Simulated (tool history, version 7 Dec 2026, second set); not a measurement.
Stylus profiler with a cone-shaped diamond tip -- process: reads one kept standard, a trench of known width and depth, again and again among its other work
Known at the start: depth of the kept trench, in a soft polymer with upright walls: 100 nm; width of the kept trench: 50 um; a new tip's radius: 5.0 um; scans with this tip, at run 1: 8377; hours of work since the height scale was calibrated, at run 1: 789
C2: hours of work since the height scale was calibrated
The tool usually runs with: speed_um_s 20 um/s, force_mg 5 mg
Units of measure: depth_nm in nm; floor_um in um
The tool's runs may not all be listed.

{"run": 1, "hour": 0.0, "speed_um_s": 20, "force_mg": 5, "scans with this tip": 8377, "C2": 789, "depth_nm": 102.69, "floor_um": 46.89}
{"run": 2, "hour": 31.6, "speed_um_s": 20, "force_mg": 5, "scans with this tip": 8566, "C2": 807, "depth_nm": 102.73, "floor_um": 46.79}
{"run": 3, "hour": 67.1, "speed_um_s": 20, "force_mg": 5, "scans with this tip": 8778, "C2": 827, "depth_nm": 102.62, "floor_um": 46.77}
{"run": 4, "hour": 116.8, "speed_um_s": 20, "force_mg": 5, "scans with this tip": 9077, "C2": 855, "depth_nm": 102.73, "floor_um": 46.68}
{"run": 5, "hour": 139.7, "speed_um_s": 9, "force_mg": 5, "scans with this tip": 9214, "C2": 868, "depth_nm": 102.73, "floor_um": 46.69}
{"run": 6, "hour": 165.6, "speed_um_s": 20, "force_mg": 5, "scans with this tip": 9368, "C2": 883, "depth_nm": 102.66, "floor_um": 46.69}
{"run": 7, "hour": 216.7, "speed_um_s": 20, "force_mg": 5, "scans with this tip": 9675, "C2": 912, "depth_nm": 102.71, "floor_um": 46.63}
{"hour": 249.9, "done": "new tip fitted, height scale calibrated"}
{"run": 8, "hour": 253.9, "speed_um_s": 20, "force_mg": 5, "scans with this tip": 24, "C2": 2, "depth_nm": 102.56, "floor_um": 47.97}
{"run": 9, "hour": 278.4, "speed_um_s": 20, "force_mg": 5, "scans with this tip": 170, "C2": 16, "depth_nm": 102.46, "floor_um": 47.96}
{"run": 10, "hour": 306.7, "speed_um_s": 67, "force_mg": 5, "scans with this tip": 340, "C2": 32, "depth_nm": 102.67, "floor_um": 47.88}
{"run": 11, "hour": 335.5, "speed_um_s": 67, "force_mg": 5, "scans with this tip": 513, "C2": 48, "depth_nm": 102.58, "floor_um": 47.83}
{"run": 12, "hour": 371.2, "speed_um_s": 67, "force_mg": 5, "scans with this tip": 727, "C2": 69, "depth_nm": 102.49, "floor_um": 47.72}
{"run": 13, "hour": 416.3, "speed_um_s": 20, "force_mg": 5.19, "scans with this tip": 997, "C2": 94, "depth_nm": 102.72, "floor_um": 47.84}
{"run": 14, "hour": 457.9, "speed_um_s": 35, "force_mg": 5, "scans with this tip": 1246, "C2": 117, "depth_nm": 102.63, "floor_um": 47.71}
{"hour": 462.7, "done": "height scale calibrated on a step standard"}
{"run": 15, "hour": 481.0, "speed_um_s": 20, "force_mg": 5, "scans with this tip": 1382, "C2": 10, "depth_nm": 102.45, "floor_um": 47.76}
{"run": 16, "hour": 507.9, "speed_um_s": 20, "force_mg": 5, "scans with this tip": 1543, "C2": 26, "depth_nm": 102.53, "floor_um": 47.74}
{"run": 17, "hour": 559.0, "speed_um_s": 20, "force_mg": 6.71, "scans with this tip": 1849, "C2": 54, "depth_nm": 103.17, "floor_um": 47.71}
{"run": 18, "hour": 589.0, "speed_um_s": 20, "force_mg": 6.71, "scans with this tip": 2029, "C2": 71, "depth_nm": 103.06, "floor_um": 47.66}
{"run": 19, "hour": 617.4, "speed_um_s": 20, "force_mg": 4.15, "scans with this tip": 2199, "C2": 87, "depth_nm": 102.15, "floor_um": 47.65}
{"run": 20, "hour": 665.2, "speed_um_s": 20, "force_mg": 4.15, "scans with this tip": 2485, "C2": 114, "depth_nm": 102.3, "floor_um": 47.53}
{"run": 21, "hour": 707.6, "speed_um_s": 20, "force_mg": 4.15, "scans with this tip": 2739, "C2": 138, "depth_nm": 102.36, "floor_um": 47.54}
{"hour": 733.9, "done": "height scale calibrated on a step standard, once more"}
{"run": 22, "hour": 760.7, "speed_um_s": 20, "force_mg": 4.15, "scans with this tip": 3054, "C2": 15, "depth_nm": 102.19, "floor_um": 47.48}
{"run": 23, "hour": 801.4, "speed_um_s": 21, "force_mg": 1.97, "scans with this tip": 3298, "C2": 38, "depth_nm": 101.31, "floor_um": 47.42}
{"run": 24, "hour": 828.2, "speed_um_s": 6, "force_mg": 11.24, "scans with this tip": 3458, "C2": 53, "depth_nm": 104.24, "floor_um": 47.53}
{"run": 25, "hour": 878.9, "speed_um_s": 5, "force_mg": 6.4, "scans with this tip": 3762, "C2": 82, "depth_nm": 103.04, "floor_um": 47.41}
{"run": 26, "hour": 910.7, "speed_um_s": 5, "force_mg": 6.4, "scans with this tip": 3953, "C2": 100, "depth_nm": 102.94, "floor_um": 47.44}
{"run": 27, "hour": 942.1, "speed_um_s": 5, "force_mg": 6.4, "scans with this tip": 4141, "C2": 118, "depth_nm": 103, "floor_um": 47.42}
{"run": 28, "hour": 967.7, "speed_um_s": 72, "force_mg": 6.4, "scans with this tip": 4294, "C2": 132, "depth_nm": 102.89, "floor_um": 47.29}
{"run": 29, "hour": 993.9, "speed_um_s": 72, "force_mg": 6.4, "scans with this tip": 4451, "C2": 147, "depth_nm": 103.03, "floor_um": 47.27}
{"run": 30, "hour": 1025.5, "speed_um_s": 9, "force_mg": 6.7, "scans with this tip": 4640, "C2": 165, "depth_nm": 102.99, "floor_um": 47.24}
{"run": 31, "hour": 1049.1, "speed_um_s": 29, "force_mg": 6.86, "scans with this tip": 4782, "C2": 178, "depth_nm": 103.03, "floor_um": 47.27}
{"run": 32, "hour": 1093.9, "speed_um_s": 29, "force_mg": 6.86, "scans with this tip": 5050, "C2": 203, "depth_nm": 103.09, "floor_um": 47.26}
{"run": 33, "hour": 1119.8, "speed_um_s": 29, "force_mg": 6.86, "scans with this tip": 5206, "C2": 218, "depth_nm": 103.14, "floor_um": 47.25}
{"run": 34, "hour": 1166.0, "speed_um_s": 29, "force_mg": 6.86, "scans with this tip": 5483, "C2": 244, "depth_nm": 103.21, "floor_um": 47.22}
{"run": 35, "hour": 1191.3, "speed_um_s": 17, "force_mg": 12.96, "scans with this tip": 5634, "C2": 258, "depth_nm": 104.84, "floor_um": 47.19}
{"run": 36, "hour": 1218.7, "speed_um_s": 17, "force_mg": 12.96, "scans with this tip": 5798, "C2": 274, "depth_nm": 104.76, "floor_um": 47.22}
{"run": 37, "hour": 1246.2, "speed_um_s": 20, "force_mg": 5.52, "scans with this tip": 5963, "C2": 289, "depth_nm": 102.67, "floor_um": 47.13}
{"run": 38, "hour": 1290.8, "speed_um_s": 26, "force_mg": 6.09, "scans with this tip": 6230, "C2": 314, "depth_nm": 102.95, "floor_um": 47.13}
{"run": 39, "hour": 1343.6, "speed_um_s": 24, "force_mg": 2.13, "scans with this tip": 6547, "C2": 344, "depth_nm": 101.6, "floor_um": 47.05}
{"run": 40, "hour": 1367.6, "speed_um_s": 21, "force_mg": 6.28, "scans with this tip": 6690, "C2": 358, "depth_nm": 102.96, "floor_um": 47.08}
{"run": 41, "hour": 1394.7, "speed_um_s": 31, "force_mg": 9.23, "scans with this tip": 6853, "C2": 373, "depth_nm": 103.88, "floor_um": 47.03}
{"run": 42, "hour": 1440.5, "speed_um_s": 43, "force_mg": 2.6, "scans with this tip": 7127, "C2": 399, "depth_nm": 101.75, "floor_um": 46.96}
{"run": 43, "hour": 1478.9, "speed_um_s": 20, "force_mg": 5.31, "scans with this tip": 7357, "C2": 421, "depth_nm": 102.69, "floor_um": 47.05}
{"run": 44, "hour": 1528.8, "speed_um_s": 6, "force_mg": 3.31, "scans with this tip": 7656, "C2": 449, "depth_nm": 102.01, "floor_um": 46.96}

Pick out some run-to-run changes in depth_nm. Of each, how much would a tool without hidden state show as well, from the settings, what came in and chance, and how much is left for the hidden state and any gauge scatter not in both results compared?
Hidden conditions of the tool in this case: radius of the tip, um; height scale over the true one, %; drift of the gauge itself on depth_nm, %; drift of the gauge itself on floor_um, %.
Run 7 -> 8: new tip fitted, height scale calibrated. depth_nm -0.15 nm: hidden state -0.25, all else +0.1.
Run 21 -> 22: height scale calibrated on a step standard, once more. depth_nm -0.17 nm: hidden state -0.09, all else -0.08.
Run 23 -> 24: speed_um_s 21 -> 6, force_mg 1.97 -> 11.24. depth_nm +2.93 nm: hidden state +0.01, all else +2.92.
Run 36 -> 37: speed_um_s 17 -> 20, force_mg 12.96 -> 5.52. depth_nm -2.09 nm: hidden state +0.01, all else -2.1.
Run 38 -> 39: speed_um_s 26 -> 24, force_mg 6.09 -> 2.13. depth_nm -1.35 nm: hidden state +0.02, all else -1.37.
Run 41 -> 42: speed_um_s 31 -> 43, force_mg 9.23 -> 2.6. depth_nm -2.13 nm: hidden state +0.01, all else -2.14.

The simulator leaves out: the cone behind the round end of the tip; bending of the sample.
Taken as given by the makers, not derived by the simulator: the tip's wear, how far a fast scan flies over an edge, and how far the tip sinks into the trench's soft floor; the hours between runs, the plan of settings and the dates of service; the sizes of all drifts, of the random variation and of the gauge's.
